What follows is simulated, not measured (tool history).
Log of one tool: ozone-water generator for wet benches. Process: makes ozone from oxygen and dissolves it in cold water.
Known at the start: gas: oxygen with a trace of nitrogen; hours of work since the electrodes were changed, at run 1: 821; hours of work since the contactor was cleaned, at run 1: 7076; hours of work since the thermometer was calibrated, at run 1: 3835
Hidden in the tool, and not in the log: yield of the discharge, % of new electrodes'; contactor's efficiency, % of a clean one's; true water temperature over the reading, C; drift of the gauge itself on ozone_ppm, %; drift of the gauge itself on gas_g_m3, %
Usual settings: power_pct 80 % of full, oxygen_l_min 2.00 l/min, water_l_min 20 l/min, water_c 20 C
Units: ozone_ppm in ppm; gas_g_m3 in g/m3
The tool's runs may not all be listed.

run,hour,power_pct,oxygen_l_min,water_l_min,water_c,hours of work since the electrodes were changed,hours of work since the contactor was cleaned,hours of work since the thermometer was calibrated,ozone_ppm,gas_g_m3
1,0.0,80,2.00,20,20,821,7076,3835,10.2,181.9
2,47.0,80,2.00,20,20,868,7123,3882,10.1,183.9
3,121.6,80,2.00,20,20,943,7198,3957,10.3,185.3
4,171.5,80,2.00,20,20,993,7248,4007,10.3,183.6
5,246.9,80,1.52,20,20,1068,7323,4082,9.5,209.9
# hour 257.3: water thermometer calibrated
6,285.1,80,2.61,20,20,1106,7361,28,10.7,160.5
7,332.5,80,2.61,20,20,1153,7408,75,11.1,162.0
8,395.0,80,2.61,20,20,1216,7471,138,11.0,161.3
9,472.7,80,2.61,20,20,1293,7548,215,11.1,161.5
10,514.6,80,2.61,20,20,1335,7590,257,10.9,163.6
11,571.3,74,2.00,20,20,1392,7647,314,9.9,174.3
12,617.5,74,2.00,20,20,1438,7693,360,9.8,175.6
13,684.4,74,2.00,20,20,1505,7760,427,9.9,176.0
14,746.6,80,1.75,20,20,1567,7822,489,9.9,195.7
15,826.6,80,1.75,20,20,1647,7902,569,9.9,194.8
16,879.2,80,1.75,20,20,1700,7955,622,10.0,196.7
17,915.1,50,3.16,18,20,1736,7991,658,9.3,111.5
18,979.1,80,2.65,20,27,1800,8055,722,10.1,158.5
19,1054.9,80,2.65,20,27,1875,8130,797,10.2,160.0
20,1108.9,62,2.00,20,20,1929,8184,851,8.8,159.1
21,1170.2,70,1.08,14,20,1991,8246,913,11.3,229.1
22,1236.9,80,2.37,20,20,2057,8312,979,10.6,166.5
23,1288.6,82,2.00,27,15,2109,8364,1031,8.0,186.3
24,1342.7,80,1.46,20,16,2163,8418,1085,9.7,215.7
25,1407.9,80,1.46,20,16,2228,8483,1150,9.6,217.1
26,1485.1,80,1.46,20,28,2305,8560,1227,8.7,214.9
27,1528.8,55,2.00,16,20,2349,8604,1271,10.1,146.6
28,1581.7,62,2.06,12,23,2402,8657,1324,13.8,155.6
29,1657.1,62,2.06,12,23,2477,8732,1399,13.4,155.1
30,1708.1,80,2.00,22,20,2528,8783,1450,9.6,183.6
31,1777.8,79,2.00,23,20,2598,8853,1520,9.0,181.5
32,1824.9,60,2.00,23,20,2645,8900,1567,7.4,153.6

3 ways to go on from here, each from the tool as it stands after run 32. What would each give?
A,1891.5,69,1.58,23,21,2712,8967,1634,?,?
B,1891.5,59,2.00,19,13,2712,8967,1634,?,?
C,1891.5,77,2.25,18,20,2712,8967,1634,?,?

run,ozone_ppm,gas_g_m3
A,7.3,189.6
B,9.6,153.0
C,11.4,169.1
Without the tool's hidden state the same runs would have given:
run,ozone_ppm,gas_g_m3
A,7.4,189.7
B,9.6,153.1
C,11.4,169.1

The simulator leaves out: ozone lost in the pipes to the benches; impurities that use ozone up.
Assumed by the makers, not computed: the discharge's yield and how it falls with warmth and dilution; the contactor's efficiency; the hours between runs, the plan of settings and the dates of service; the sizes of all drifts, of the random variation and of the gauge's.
